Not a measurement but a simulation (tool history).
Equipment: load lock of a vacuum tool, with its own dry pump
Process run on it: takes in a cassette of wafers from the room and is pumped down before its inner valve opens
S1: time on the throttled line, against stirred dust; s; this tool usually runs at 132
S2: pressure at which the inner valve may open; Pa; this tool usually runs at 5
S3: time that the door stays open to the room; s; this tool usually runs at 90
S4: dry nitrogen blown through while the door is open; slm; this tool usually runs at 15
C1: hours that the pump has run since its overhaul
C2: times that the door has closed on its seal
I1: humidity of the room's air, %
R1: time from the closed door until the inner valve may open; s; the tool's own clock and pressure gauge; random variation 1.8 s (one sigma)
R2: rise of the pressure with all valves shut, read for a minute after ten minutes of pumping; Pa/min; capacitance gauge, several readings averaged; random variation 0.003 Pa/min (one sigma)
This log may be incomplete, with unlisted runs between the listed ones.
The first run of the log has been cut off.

Run 2, hour 157.8: usual settings; C1 12639; C2 1489; I1 46.5. Result: R1 303.7 s, R2 0.053 Pa/min.
Run 3, hour 247.1: usual settings; C1 12728; C2 1618; I1 44.7. Result: R1 304.7 s, R2 0.051 Pa/min.
Run 4, hour 338.6: usual settings; C1 12820; C2 1751; I1 46.2. Result: R1 304.6 s, R2 0.056 Pa/min.
Run 5, hour 465.6: usual settings but S4 11 slm; C1 12947; C2 1935; I1 44.8. Result: R1 301.8 s, R2 0.057 Pa/min.
Run 6, hour 596.1: usual settings but S4 11 slm; C1 13077; C2 2124; I1 43. Result: R1 305.5 s, R2 0.061 Pa/min.
Run 7, hour 699.4: usual settings but S4 11 slm; C1 13180; C2 2274; I1 41.7. Result: R1 305 s, R2 0.06 Pa/min.
Run 8, hour 835.9: usual settings but S4 11 slm; C1 13317; C2 2472; I1 41.5. Result: R1 305.2 s, R2 0.059 Pa/min.
Run 9, hour 993.3: usual settings; C1 13474; C2 2700; I1 45.4. Result: R1 305.6 s, R2 0.062 Pa/min.
Run 10, hour 1107.4: usual settings but S4 32 slm; C1 13588; C2 2865; I1 42.4. Result: R1 303.1 s, R2 0.037 Pa/min.
Run 11, hour 1187: usual settings; C1 13668; C2 2981; I1 49.1. Result: R1 305.1 s, R2 0.064 Pa/min.
Run 12, hour 1265.1: usual settings; C1 13746; C2 3094; I1 42.5. Result: R1 304.3 s, R2 0.06 Pa/min.
Run 13, hour 1373.1: usual settings; C1 13854; C2 3251; I1 43.6. Result: R1 304 s, R2 0.054 Pa/min.
Run 14, hour 1464.6: usual settings; C1 13946; C2 3383; I1 46.8. Result: R1 305.6 s, R2 0.06 Pa/min.
Run 15, hour 1555.2: usual settings; C1 14036; C2 3515; I1 43.5. Result: R1 304.1 s, R2 0.059 Pa/min.
Run 16, hour 1654.9: usual settings; C1 14136; C2 3659; I1 44.7. Result: R1 304.9 s, R2 0.059 Pa/min.
Run 17, hour 1746.8: usual settings; C1 14228; C2 3793; I1 45.3. Result: R1 305.3 s, R2 0.064 Pa/min.
Run 18, hour 1879.9: usual settings; C1 14361; C2 3986; I1 43. Result: R1 303.2 s, R2 0.061 Pa/min.

What will run 19 give?
Run 19, hour 2005: usual settings; C1 14486; C2 4167; I1 41.7. Result: R1 ?, R2 ?.

R1: 306.5 s
R2: 0.059 Pa/min
Minus the tool's unlogged condition, the same run would have read R1 289.5 s, R2 0.043 Pa/min.

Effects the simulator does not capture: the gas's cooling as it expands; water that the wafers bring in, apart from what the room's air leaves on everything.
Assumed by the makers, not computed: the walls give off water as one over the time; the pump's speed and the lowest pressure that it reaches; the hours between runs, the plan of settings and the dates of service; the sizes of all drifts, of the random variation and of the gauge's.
